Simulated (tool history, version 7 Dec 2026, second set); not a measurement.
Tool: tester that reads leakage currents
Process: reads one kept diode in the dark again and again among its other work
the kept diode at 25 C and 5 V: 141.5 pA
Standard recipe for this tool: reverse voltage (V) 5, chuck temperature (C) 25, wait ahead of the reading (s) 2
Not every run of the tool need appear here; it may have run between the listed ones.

run	hour	reverse voltage (V)	chuck temperature (C)	wait ahead of the reading (s)	current that the tester gives (pA)
1	0	5	25	2	142.79
2	50.6	5	25	2	141.88
3	101.4	5	25	2	143.3
4	144.4	5	25	2	142.14
5	183.5	5	25	2	141.72
6	230.7	5	25	2	142.3
7	254.4	5	25	0.92	142.86
8	276.8	5	25	0.92	143.07
9	322.5	5	25	2	142.18
10	351.9	5	25	9.02	141.55
11	384.6	5	28	2	188.03
12	435.8	16.33	25	2	250.71
13	467.5	16.33	25	2	250.86
14	506.1	5	25	2	142.53
15	530.3	5	25	2	142.05
# hour 537.2: chuck's temperature calibrated
16	569.9	3.02	25	2	112.46
17	592.3	1.68	25	3.37	85.12
18	619	5	57	7.41	2099.6
19	652.7	5	25	2	141.73
20	675.6	5	38	2	454.79

The next listed run, before its measurement:
21	729.7	5	38	2	?

{"run 21": {"current that the tester gives (pA)": 451.1}}
With no hidden state in the tool, this same run would have given current that the tester gives (pA) 451.05.
